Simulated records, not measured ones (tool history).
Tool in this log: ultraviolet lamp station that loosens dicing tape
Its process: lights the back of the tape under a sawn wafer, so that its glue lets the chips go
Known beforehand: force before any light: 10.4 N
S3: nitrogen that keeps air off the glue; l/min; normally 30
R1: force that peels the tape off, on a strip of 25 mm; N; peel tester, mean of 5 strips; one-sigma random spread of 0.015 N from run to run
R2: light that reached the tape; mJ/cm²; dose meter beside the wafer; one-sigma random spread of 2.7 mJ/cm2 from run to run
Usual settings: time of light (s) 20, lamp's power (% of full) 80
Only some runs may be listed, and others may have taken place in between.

{"run": 1, "hour": 0.0, "time of light (s)": 20, "lamp's power (% of full)": 80, "S3": 30, "R1": 0.741, "R2": 359}
{"run": 2, "hour": 15.5, "time of light (s)": 18, "lamp's power (% of full)": 80, "S3": 30, "R1": 0.935, "R2": 323}
{"run": 3, "hour": 22.0, "time of light (s)": 18, "lamp's power (% of full)": 80, "S3": 30, "R1": 0.933, "R2": 330}
{"run": 4, "hour": 33.7, "time of light (s)": 20, "lamp's power (% of full)": 80, "S3": 30, "R1": 0.741, "R2": 359}
{"run": 5, "hour": 46.8, "time of light (s)": 20, "lamp's power (% of full)": 80, "S3": 30, "R1": 0.724, "R2": 361}
{"run": 6, "hour": 57.0, "time of light (s)": 20, "lamp's power (% of full)": 80, "S3": 30, "R1": 0.763, "R2": 358}
{"run": 7, "hour": 71.7, "time of light (s)": 20, "lamp's power (% of full)": 80, "S3": 18, "R1": 1.014, "R2": 366}
{"run": 8, "hour": 86.3, "time of light (s)": 20, "lamp's power (% of full)": 80, "S3": 18, "R1": 1.026, "R2": 364}
{"run": 9, "hour": 96.4, "time of light (s)": 20, "lamp's power (% of full)": 80, "S3": 30, "R1": 0.712, "R2": 363}
{"run": 10, "hour": 108.7, "time of light (s)": 20, "lamp's power (% of full)": 61, "S3": 30, "R1": 1.312, "R2": 276}
{"run": 11, "hour": 118.6, "time of light (s)": 20, "lamp's power (% of full)": 61, "S3": 30, "R1": 1.286, "R2": 276}
{"run": 12, "hour": 129.1, "time of light (s)": 20, "lamp's power (% of full)": 61, "S3": 30, "R1": 1.3, "R2": 278}
{"run": 13, "hour": 139.8, "time of light (s)": 14, "lamp's power (% of full)": 80, "S3": 30, "R1": 1.536, "R2": 253}
{"run": 14, "hour": 146.7, "time of light (s)": 14, "lamp's power (% of full)": 80, "S3": 30, "R1": 1.518, "R2": 256}
{"run": 15, "hour": 157.4, "time of light (s)": 14, "lamp's power (% of full)": 80, "S3": 30, "R1": 1.491, "R2": 252}
{"run": 16, "hour": 166.0, "time of light (s)": 22, "lamp's power (% of full)": 80, "S3": 30, "R1": 0.61, "R2": 395}
{"run": 17, "hour": 176.6, "time of light (s)": 22, "lamp's power (% of full)": 80, "S3": 30, "R1": 0.592, "R2": 399}
{"run": 18, "hour": 186.9, "time of light (s)": 20, "lamp's power (% of full)": 80, "S3": 30, "R1": 0.736, "R2": 362}
{"run": 19, "hour": 197.9, "time of light (s)": 20, "lamp's power (% of full)": 80, "S3": 21, "R1": 0.909, "R2": 358}
{"run": 20, "hour": 210.1, "time of light (s)": 20, "lamp's power (% of full)": 80, "S3": 21, "R1": 0.914, "R2": 365}
{"run": 21, "hour": 221.6, "time of light (s)": 20, "lamp's power (% of full)": 80, "S3": 30, "R1": 0.734, "R2": 359}
{"run": 22, "hour": 232.7, "time of light (s)": 20, "lamp's power (% of full)": 80, "S3": 30, "R1": 0.734, "R2": 364}
{"run": 23, "hour": 245.5, "time of light (s)": 20, "lamp's power (% of full)": 80, "S3": 30, "R1": 0.741, "R2": 360}
{"run": 24, "hour": 258.9, "time of light (s)": 31, "lamp's power (% of full)": 96, "S3": 30, "R1": 0.212, "R2": 672}
{"run": 25, "hour": 267.1, "time of light (s)": 33, "lamp's power (% of full)": 80, "S3": 19, "R1": 0.32, "R2": 597}
{"run": 26, "hour": 279.5, "time of light (s)": 33, "lamp's power (% of full)": 80, "S3": 19, "R1": 0.321, "R2": 597}
{"run": 27, "hour": 288.4, "time of light (s)": 33, "lamp's power (% of full)": 80, "S3": 19, "R1": 0.311, "R2": 599}
{"run": 28, "hour": 298.2, "time of light (s)": 27, "lamp's power (% of full)": 73, "S3": 19, "R1": 0.603, "R2": 445}
{"run": 29, "hour": 309.2, "time of light (s)": 27, "lamp's power (% of full)": 95, "S3": 47, "R1": 0.222, "R2": 583}
{"run": 30, "hour": 315.8, "time of light (s)": 27, "lamp's power (% of full)": 95, "S3": 47, "R1": 0.21, "R2": 578}
{"run": 31, "hour": 326.2, "time of light (s)": 15, "lamp's power (% of full)": 61, "S3": 21, "R1": 2.464, "R2": 208}
{"run": 32, "hour": 333.2, "time of light (s)": 20, "lamp's power (% of full)": 80, "S3": 33, "R1": 0.721, "R2": 361}
{"run": 33, "hour": 345.6, "time of light (s)": 34, "lamp's power (% of full)": 80, "S3": 33, "R1": 0.227, "R2": 616}
{"run": 34, "hour": 355.4, "time of light (s)": 20, "lamp's power (% of full)": 75, "S3": 30, "R1": 0.853, "R2": 338}
{"run": 35, "hour": 367.9, "time of light (s)": 20, "lamp's power (% of full)": 80, "S3": 18, "R1": 0.975, "R2": 363}
{"run": 36, "hour": 381.8, "time of light (s)": 20, "lamp's power (% of full)": 98, "S3": 22, "R1": 0.547, "R2": 445}
{"run": 37, "hour": 390.7, "time of light (s)": 20, "lamp's power (% of full)": 98, "S3": 22, "R1": 0.54, "R2": 444}
{"run": 38, "hour": 397.7, "time of light (s)": 20, "lamp's power (% of full)": 98, "S3": 52, "R1": 0.345, "R2": 442}
{"run": 39, "hour": 410.9, "time of light (s)": 20, "lamp's power (% of full)": 98, "S3": 52, "R1": 0.354, "R2": 447}
{"run": 40, "hour": 419.3, "time of light (s)": 20, "lamp's power (% of full)": 98, "S3": 52, "R1": 0.36, "R2": 447}
{"run": 41, "hour": 434.7, "time of light (s)": 11, "lamp's power (% of full)": 75, "S3": 49, "R1": 2.245, "R2": 189}
{"run": 42, "hour": 449.6, "time of light (s)": 31, "lamp's power (% of full)": 93, "S3": 30, "R1": 0.215, "R2": 658}
{"run": 43, "hour": 462.5, "time of light (s)": 16, "lamp's power (% of full)": 99, "S3": 30, "R1": 0.719, "R2": 355}

Missing from the log above: 1 entry noted between runs. For each, name the pair of listed runs it sits between and say how the tool's hidden condition differs from the listed run just before to the listed run just after:
After run 12, before run 13: window cleaned of glue's vapour (hour 139.8)
  light that the window lets through, % of a clean one's: 99.9 -> 100

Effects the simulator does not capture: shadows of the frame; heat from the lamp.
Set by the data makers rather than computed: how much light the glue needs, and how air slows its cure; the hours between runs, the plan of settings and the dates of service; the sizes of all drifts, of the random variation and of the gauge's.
